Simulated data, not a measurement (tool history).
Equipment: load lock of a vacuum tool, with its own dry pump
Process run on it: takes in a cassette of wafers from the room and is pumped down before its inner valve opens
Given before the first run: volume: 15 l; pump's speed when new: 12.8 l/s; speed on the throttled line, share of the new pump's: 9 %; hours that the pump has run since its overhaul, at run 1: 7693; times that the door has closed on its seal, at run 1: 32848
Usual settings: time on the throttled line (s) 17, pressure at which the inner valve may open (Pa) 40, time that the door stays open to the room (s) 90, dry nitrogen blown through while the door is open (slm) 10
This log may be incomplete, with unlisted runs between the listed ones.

run	hour	time on the throttled line (s)	pressure at which the inner valve may open (Pa)	time that the door stays open to the room (s)	dry nitrogen blown through while the door is open (slm)	hours that the pump has run since its overhaul	times that the door has closed on its seal	incoming humidity of the room's air, %	time from the closed door until the inner valve may open (s)	rise of the pressure with all valves shut (Pa/min)
1	0	17	40	90	10	7693	32848	44.5	25	0.056
2	386.9	17	40	90	10	8080	34501	46.4	24.3	0.054
3	641.9	17	40	90	10	8335	35589	42.9	24.4	0.052
4	967.5	17	40	44	10	8661	36980	43.7	24	0.048
5	1298.8	17	40	90	10	8992	38394	45.5	24.5	0.049
6	1725.8	17	40	90	10	9419	40217	43.9	24.6	0.052
7	2216.6	17	40	90	10	9910	42313	46.1	24.5	0.059
8	2667.1	17	40	90	10	10360	44237	44.5	25.2	0.059
9	2927.6	17	40	90	10	10621	45349	49	24.4	0.052
10	3177.8	17	40	90	10	10871	46417	42.8	25.1	0.048
11	3560.1	17	71	90	10	11253	48049	45.7	24	0.056
12	3929	17	71	90	10	11622	49625	43.4	24.6	0.046
13	4363.5	17	71	90	10	12057	51480	45.5	23.8	0.053
14	4804.5	17	71	90	10	12498	53363	44.3	24.1	0.051
15	5060	17	40	90	10	12753	54454	48.7	24.7	0.054
16	5401.5	17	40	90	10	13095	55912	44.2	24.6	0.056
17	5911.7	17	72	90	10	13605	58091	49.4	23.4	0.059
18	6351.3	17	72	90	10	14044	59968	46.3	24.3	0.058
# hour 6650.8: door's seal changed, seat wiped
19	6650.8	17	72	90	10	14342	0	44.4	23.6	0.046
20	6991.8	29	66	63	22	14683	1456	41.7	35.3	0.034
21	7545.1	20	53	92	22	15237	3819	46.8	27	0.039
22	8046.6	20	53	92	22	15738	5960	42.3	27	0.04
23	8375.2	23	62	46	5	16067	7363	44	29.3	0.044
24	8659	23	62	46	5	16351	8575	46.8	29.9	0.053
25	8890.9	23	62	46	5	16582	9565	43.1	29.9	0.052
26	9209.9	23	62	46	5	16901	10927	47.8	30.3	0.056
27	9444.4	29	28	46	29	17136	11928	45.7	36.2	0.029
28	9863.4	29	59	75	6	17555	13717	38.8	35.6	0.05
29	10389.8	29	57	108	6	18081	15965	45.5	35.1	0.066
30	10781.2	17	40	102	43	18473	17637	41.3	24.9	0.03
31	11180.5	16	40	31	11	18872	19341	46.9	24.2	0.045
32	11576.4	23	72	31	21	19268	21032	42	29.4	0.033
33	11996.8	10	55	90	9	19688	22827	48	18	0.049
34	12556.1	10	55	90	9	20248	25215	44.6	18.7	0.055
35	12827.1	14	50	28	34	20519	26372	47.5	21.9	0.03
36	13069.6	17	40	73	10	20761	27408	43	24.8	0.049
37	13517	17	78	135	40	21209	29318	43.8	23.3	0.028

Across each entry between runs, compare the hidden state at the last listed run before it with the hidden state at the first listed run after it:
Run 18 -> run 19: door's seal changed, seat wiped (hour 6650.8)
  leak at the door's seal, Pa l/s: 0.0023 -> 0.002

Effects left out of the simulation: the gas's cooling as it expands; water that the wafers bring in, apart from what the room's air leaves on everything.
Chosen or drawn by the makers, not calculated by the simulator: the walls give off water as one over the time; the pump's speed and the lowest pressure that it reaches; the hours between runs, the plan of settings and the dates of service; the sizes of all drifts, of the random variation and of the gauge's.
